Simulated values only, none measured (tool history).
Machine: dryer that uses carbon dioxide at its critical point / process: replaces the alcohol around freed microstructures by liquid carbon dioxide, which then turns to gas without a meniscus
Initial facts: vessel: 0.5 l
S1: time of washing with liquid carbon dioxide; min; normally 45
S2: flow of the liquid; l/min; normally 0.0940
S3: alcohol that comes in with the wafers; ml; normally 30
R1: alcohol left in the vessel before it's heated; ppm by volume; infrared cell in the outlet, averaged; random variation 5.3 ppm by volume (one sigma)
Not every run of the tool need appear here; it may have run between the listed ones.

run     day  S1      S2   S3    R1
  1   0.000  45  0.0940   30   224
  2   1.304  45  0.0940   30   251
  3   2.254  45  0.0940   30   262
  4   3.742  45  0.0940   30   278
  5   4.975  45  0.0940   30   317
  6   5.904  45  0.0940  108   884
  7   6.888  45  0.0940  108   903
  8   8.042  45  0.0940  108   985
  9   8.912  45  0.1518   45   164
 10   9.825  45  0.0950   30   387
 11  10.650  30  0.0868   48  3489
 12  12.121  57  0.0860   31   291
 13  13.212  57  0.0860   31   304
 14  14.288  57  0.0860   31   330
 15  15.229  39  0.0574   30  3654

Run 16 comes next. What will it give?
 16  16.175  66  0.0574  76   ?

R1: 1443 ppm by volume
With the hidden condition absent and the run-to-run variation left alone, this run would have shown R1 525 ppm by volume.
